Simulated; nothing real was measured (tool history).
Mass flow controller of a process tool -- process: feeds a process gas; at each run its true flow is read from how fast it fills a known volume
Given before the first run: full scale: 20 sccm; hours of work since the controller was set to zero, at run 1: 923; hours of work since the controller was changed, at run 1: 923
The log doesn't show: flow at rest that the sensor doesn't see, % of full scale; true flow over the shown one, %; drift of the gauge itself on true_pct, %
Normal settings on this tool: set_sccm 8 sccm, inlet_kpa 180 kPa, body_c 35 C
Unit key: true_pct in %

| run | hour | set_sccm | inlet_kpa | body_c | hours of work since the controller was set to zero | hours of work since the controller was changed | true_pct |
|---|---|---|---|---|---|---|---|
| 1 | 0 | 8 | 180 | 35 | 923 | 923 | 98.69 |
| 2 | 167.5 | 8 | 180 | 35 | 1047 | 1047 | 98.83 |
| 3 | 260 | 8 | 180 | 35 | 1115 | 1115 | 98.83 |
| 4 | 464.7 | 8 | 180 | 27 | 1267 | 1267 | 98.61 |
| 5 | 609.6 | 8 | 180 | 27 | 1374 | 1374 | 98.52 |
| 6 | 801.8 | 19 | 180 | 35 | 1516 | 1516 | 100.09 |
| 7 | 914.4 | 8 | 180 | 24 | 1599 | 1599 | 98.48 |
| 8 | 1059.5 | 8 | 180 | 27 | 1707 | 1707 | 98.47 |
| 9 | 1146.9 | 8 | 180 | 27 | 1771 | 1771 | 98.56 |
| 10 | 1250.2 | 8 | 180 | 35 | 1848 | 1848 | 98.89 |
| 11 | 1421.8 | 8 | 198 | 35 | 1975 | 1975 | 98.89 |
| 12 | 1581 | 8 | 198 | 35 | 2093 | 2093 | 98.85 |
| 13 | 1680.9 | 8 | 180 | 35 | 2167 | 2167 | 98.72 |
| 14 | 1785.2 | 8 | 180 | 35 | 2244 | 2244 | 98.65 |
| 15 | 2000 | 8 | 180 | 35 | 2403 | 2403 | 98.71 |
| 16 | 2091.7 | 8 | 180 | 35 | 2471 | 2471 | 98.77 |
| 17 | 2218 | 8 | 180 | 35 | 2564 | 2564 | 98.75 |
| 18 | 2355.9 | 3 | 219 | 33 | 2666 | 2666 | 98.22 |
| 19 | 2444.2 | 3 | 275 | 24 | 2731 | 2731 | 98.42 |
| 20 | 2604.2 | 13 | 263 | 29 | 2850 | 2850 | 99.72 |
| 21 | 2793.8 | 4 | 221 | 29 | 2990 | 2990 | 98.37 |
| 22 | 2966.9 | 19 | 235 | 35 | 3118 | 3118 | 100.37 |
| 23 | 3135.4 | 19 | 235 | 35 | 3243 | 3243 | 100.35 |
| 24 | 3345.4 | 14 | 180 | 36 | 3398 | 3398 | 99.57 |
| 25 | 3437.5 | 14 | 160 | 24 | 3467 | 3467 | 99.07 |
| 26 | 3571.3 | 4 | 280 | 24 | 3566 | 3566 | 98.63 |
| 27 | 3666.1 | 4 | 177 | 22 | 3636 | 3636 | 97.9 |
| 28 | 3827.2 | 4 | 177 | 22 | 3755 | 3755 | 97.87 |
| 29 | 3963.5 | 7 | 177 | 27 | 3856 | 3856 | 98.45 |
| 30 | 4164.7 | 7 | 185 | 27 | 4005 | 4005 | 98.5 |
| 31 | 4261.4 | 3 | 230 | 36 | 4076 | 4076 | 98.44 |
| 32 | 4417.6 | 3 | 230 | 36 | 4192 | 4192 | 98.54 |

Each row is a separate what-if for the run after 32, all from the same tool condition, not one after another. Results?
| A | 4560.9 | 15 | 148 | 36 | 4298 | 4298 | ? |
| B | 4560.9 | 2 | 180 | 24 | 4298 | 4298 | ? |
| C | 4560.9 | 6 | 227 | 36 | 4298 | 4298 | ? |

| run | true_pct |
|---|---|
| A | 99.55 |
| B | 97.73 |
| C | 98.95 |
What these runs would have given with no unlogged condition in the tool:
| run | true_pct |
|---|---|
| A | 99.55 |
| B | 97.79 |
| C | 98.96 |
